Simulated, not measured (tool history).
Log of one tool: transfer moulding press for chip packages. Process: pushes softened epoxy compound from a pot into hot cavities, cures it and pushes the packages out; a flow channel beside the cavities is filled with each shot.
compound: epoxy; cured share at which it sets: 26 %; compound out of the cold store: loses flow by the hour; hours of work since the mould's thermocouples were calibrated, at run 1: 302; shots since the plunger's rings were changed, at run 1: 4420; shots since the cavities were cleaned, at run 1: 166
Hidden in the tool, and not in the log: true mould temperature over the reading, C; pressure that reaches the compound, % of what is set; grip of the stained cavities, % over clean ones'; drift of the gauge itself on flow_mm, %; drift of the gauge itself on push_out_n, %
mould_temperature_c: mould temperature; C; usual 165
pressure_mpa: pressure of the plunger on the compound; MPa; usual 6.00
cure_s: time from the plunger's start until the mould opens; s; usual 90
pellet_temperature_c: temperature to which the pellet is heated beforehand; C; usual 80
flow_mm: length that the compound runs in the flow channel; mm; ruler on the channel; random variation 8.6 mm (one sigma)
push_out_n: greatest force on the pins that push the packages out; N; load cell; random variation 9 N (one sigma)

run,hour,mould_temperature_c,pressure_mpa,cure_s,pellet_temperature_c,hours of work since the mould's thermocouples were calibrated,shots since the plunger's rings were changed,shots since the cavities were cleaned,incoming compound's hours out of the cold store,flow_mm,push_out_n
1,0.0,165,6.00,90,80,302,4420,166,10.6,951,483
2,18.9,165,6.00,80,80,315,4705,451,41.2,756,664
# hour 31.4: cavities cleaned with cleaning compound and waxed
3,44.1,165,4.64,80,80,332,5063,191,35.1,693,778
4,66.9,165,6.00,90,80,347,5407,535,26.4,826,667
# hour 74.2: cavities cleaned with cleaning compound and waxed
5,90.3,165,6.00,90,80,362,5737,243,8.5,925,521
# hour 94.5: plunger's sealing rings changed
# hour 100.0: cavities cleaned with cleaning compound and waxed, once more
6,118.2,165,6.00,90,80,379,334,274,20.0,942,531
7,130.9,165,6.00,90,80,388,527,467,38.0,834,563
# hour 143.3: cavities cleaned with cleaning compound and waxed
8,155.0,161,6.00,90,80,403,869,178,30.5,889,607
9,171.2,161,6.00,90,80,414,1112,421,15.7,980,750
# hour 185.7: cavities cleaned with cleaning compound and waxed
10,185.7,161,6.00,90,80,423,1308,0,26.4,910,484
11,212.1,165,6.00,90,80,441,1706,398,44.5,789,518
# hour 228.3: cavities cleaned with cleaning compound and waxed
12,229.9,165,6.00,90,71,453,1953,25,42.6,791,395
13,243.9,165,6.00,90,71,462,2164,236,30.6,850,496
# hour 271.4: cavities cleaned with cleaning compound and waxed
14,271.5,165,6.00,90,71,480,2558,2,12.0,971,400
15,292.7,164,5.69,90,73,495,2878,322,28.1,836,553
16,309.2,171,5.42,117,89,506,3127,571,20.6,827,463
# hour 314.7: cavities cleaned with cleaning compound and waxed
17,328.9,165,5.29,90,80,519,3402,215,24.0,817,500
18,344.5,165,6.15,90,80,530,3636,449,43.6,764,543
# hour 357.2: cavities cleaned with cleaning compound and waxed
19,360.6,168,6.15,115,80,540,3857,50,43.1,756,318
20,383.2,171,4.56,108,76,555,4198,391,39.5,666,420
# hour 400.5: cavities cleaned with cleaning compound and waxed
21,402.3,165,6.74,83,72,567,4464,27,13.1,983,462
22,424.9,165,6.31,83,72,583,4806,369,17.4,912,640
# hour 442.8: cavities cleaned with cleaning compound and waxed
23,447.0,170,5.80,90,87,597,5116,64,35.6,747,345
24,462.1,170,5.29,90,87,608,5344,292,28.8,749,427
25,474.3,165,4.59,112,80,616,5528,476,20.4,749,463
# hour 486.0: cavities cleaned with cleaning compound and waxed
# hour 494.0: plunger's sealing rings changed
26,500.5,165,4.59,112,80,631,98,181,16.2,845,405
27,515.2,165,5.30,90,80,641,319,402,33.4,816,531
# hour 530.7: cavities cleaned with cleaning compound and waxed
28,531.3,172,6.34,90,74,651,540,9,21.6,913,318

Forecast each of these 3 alternatives for the next run:
A,557.4,165,6.00,79,80,669,935,404,41.8,?,?
B,557.4,165,5.28,90,80,669,935,404,41.7,?,?
C,557.4,172,6.34,90,78,669,935,404,45.1,?,?

run,flow_mm,push_out_n
A,789,639
B,744,543
C,773,443
Without the tool's hidden state the same runs would have given:
run,flow_mm,push_out_n
A,811,468
B,764,385
C,793,299

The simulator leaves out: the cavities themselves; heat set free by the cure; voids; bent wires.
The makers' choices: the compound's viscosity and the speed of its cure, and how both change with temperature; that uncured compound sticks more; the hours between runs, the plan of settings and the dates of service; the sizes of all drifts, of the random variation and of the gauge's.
